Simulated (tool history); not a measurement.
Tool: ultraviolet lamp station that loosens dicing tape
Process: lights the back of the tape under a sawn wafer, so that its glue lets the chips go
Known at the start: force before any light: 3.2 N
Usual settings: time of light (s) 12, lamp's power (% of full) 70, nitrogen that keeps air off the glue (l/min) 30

run     day  time of light (s)  lamp's power (% of full)  nitrogen that keeps air off the glue (l/min)  force that peels the tape off (N)  light that reached the tape (J/m2)
  1   0.000                 12                        70                                            30                              0.446                                4320
  2   0.479                 12                        70                                            30                              0.437                                4320
  3   0.908                 13                        70                                            30                              0.406                                4630
  4   1.329                 13                        70                                            14                              0.616                                4670
  5   1.725                 12                        70                                            30                              0.461                                4270
  6   2.067                 12                        70                                            30                              0.455                                4280
  7   2.579                 12                        70                                            30                              0.462                                4270
  8   2.896                 12                        70                                            12                              0.695                                4250
  9   3.450                 12                        70                                            30                              0.459                                4280
 10   3.946                 12                        70                                            30                              0.446                                4310
 11   4.475                 12                        70                                            11                              0.746                                4260
 12   4.983                 12                        70                                            22                              0.543                                4220
 13   5.404                 12                        70                                            30                              0.484                                4180
 14   5.667                 12                        63                                            30                              0.535                                3720
 15   5.912                  9                        70                                            30                              0.674                                3160
 16   6.388                  9                        70                                            30                              0.676                                3140
 17   6.750                 19                        70                                            30                              0.277                                6620
 18   7.046                 19                        70                                            30                              0.292                                6540
 19   7.396                 12                        70                                            30                              0.474                                4120
 20   7.750                 12                        70                                            30                              0.476                                4140
 21   8.150                 14                        70                                            30                              0.404                                4770
 22   8.388                 14                        70                                            30                              0.404                                4780
 23   8.662                 12                        93                                            43                              0.301                                5500
 24   9.154                  6                        93                                            28                              0.838                                2670
 25   9.571                 12                        79                                            15                              0.583                                4610
 26  10.121                 12                        79                                            15                              0.584                                4590
 27  10.562                 12                        79                                            15                              0.561                                4630
 28  10.821                 12                        79                                            15                              0.611                                4570
 29  11.246                  7                        67                                            24                              1.060                                2220
 30  11.596                  7                        67                                            24                              1.120                                2210
 31  11.921                  7                        67                                            24                              1.072                                2210
 32  12.462                  7                        67                                            24                              1.104                                2230
 33  12.704                  7                        94                                            30                              0.717                                3150
 34  13.150                 13                        70                                            16                              0.604                                4240
 35  13.400                 13                        70                                            16                              0.627                                4330
 36  13.700                 13                        70                                            16                              0.612                                4300
 37  14.017                 13                        70                                            16                              0.624                                4260
 38  14.542                 13                        70                                            17                              0.623                                4240
 39  15.075                 11                        66                                            20                              0.754                                3380
 40  15.400                 11                        66                                            20                              0.737                                3360
 41  15.904                 19                        94                                            30                              0.254                                8220
 42  16.408                  7                        97                                            26                              0.738                                3170
 43  16.754                  7                        97                                            44                              0.575                                3090

Forecast each of these 3 alternatives for the next run:
  A  17.121                 23                        70                                            30                                  ?                                   ?
  B  17.121                  8                        70                                            48                                  ?                                   ?
  C  17.121                 22                        96                                            11                                  ?                                   ?

run  force that peels the tape off (N)  light that reached the tape (J/m2)
  A                              0.262                                7400
  B                              0.754                                2530
  C                              0.279                                9730
Without the tool's hidden state the same runs would have given:
run  force that peels the tape off (N)  light that reached the tape (J/m2)
  A                              0.241                                8830
  B                              0.602                                3030
  C                              0.249                               11600
